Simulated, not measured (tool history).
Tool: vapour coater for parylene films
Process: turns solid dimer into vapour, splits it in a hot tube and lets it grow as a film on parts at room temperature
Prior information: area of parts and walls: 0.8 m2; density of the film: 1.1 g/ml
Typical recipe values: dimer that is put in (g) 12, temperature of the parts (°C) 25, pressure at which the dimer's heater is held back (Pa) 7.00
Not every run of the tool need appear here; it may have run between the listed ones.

run   hour  dimer that is put in (g)  temperature of the parts (°C)  pressure at which the dimer's heater is held back (Pa)  thickness of the film (nm)
  1    0.0                        12                             25                                                    7.00                        7470
  2   12.0                        12                             25                                                    7.00                        7360
  3   27.2                        12                             25                                                    7.00                        7390
  4   39.1                        12                             25                                                    7.00                        7310
  5   52.2                        12                             25                                                    7.00                        7350
  6   68.3                        12                             25                                                    7.00                        7420
  7   86.9                        12                             25                                                    7.00                        7390
  8  103.7                        12                             25                                                    7.00                        7430
  9  115.5                        14                             25                                                    7.00                        8490
 10  128.6                        16                             25                                                    7.00                       10000
 11  140.7                        16                             25                                                    7.00                        9880
 12  151.7                        16                             25                                                    5.97                       10050
 13  167.6                        16                             25                                                    5.97                        9890
 14  181.9                        16                             25                                                    5.97                       10010
 15  194.9                        16                             25                                                    5.97                        9880
 16  213.4                        16                             25                                                    5.97                       10030
 17  222.7                         8                             35                                                    6.15                        3960
 18  237.3                        13                             35                                                    3.33                        6770
 19  250.5                         5                             31                                                    2.16                        2840
 20  260.9                        21                             17                                                    2.16                       16370
 21  269.3                        21                             17                                                    2.16                       16310
 22  282.6                        13                             23                                                    7.00                        8330
 23  301.8                        13                             23                                                    7.00                        8270
 24  314.0                        14                             23                                                    4.14                        9120
 25  328.6                        14                             23                                                    4.14                        9100
 26  344.9                        11                             23                                                    2.84                        7440
 27  363.6                        21                             33                                                   10.39                       10700
 28  373.1                        21                             33                                                   10.39                       10460
 29  387.0                        12                             25                                                    4.47                        7470
 30  397.0                        12                             25                                                    4.47                        7510
 31  408.0                        10                             25                                                    6.05                        6130
 32  426.4                        10                             25                                                    6.05                        6140

Some steps in thickness of the film (nm), run to run, broken into two amounts with sign: the step expected even without the hidden condition (settings, incoming material, random variation), and the rest, left for the hidden condition together with whatever gauge scatter is not in both the measured and the hidden-condition-free result:
What the log doesn't record here: vapour lost through the trap's worn valve, %; true temperature of the parts over the reading, C; drift of the gauge itself on film_um, %.
Run 16 -> 17: dimer that is put in (g) 16 -> 8, temperature of the parts (°C) 25 -> 35, pressure at which the dimer's heater is held back (Pa) 5.97 -> 6.15. thickness of the film (nm) -6070: hidden state +30, all else -6100.
Run 19 -> 20: dimer that is put in (g) 5 -> 21, temperature of the parts (°C) 31 -> 17. thickness of the film (nm) +13530: hidden state -80, all else +13610.
Run 21 -> 22: dimer that is put in (g) 21 -> 13, temperature of the parts (°C) 17 -> 23, pressure at which the dimer's heater is held back (Pa) 2.16 -> 7.00. thickness of the film (nm) -7980: hidden state +40, all else -8020.

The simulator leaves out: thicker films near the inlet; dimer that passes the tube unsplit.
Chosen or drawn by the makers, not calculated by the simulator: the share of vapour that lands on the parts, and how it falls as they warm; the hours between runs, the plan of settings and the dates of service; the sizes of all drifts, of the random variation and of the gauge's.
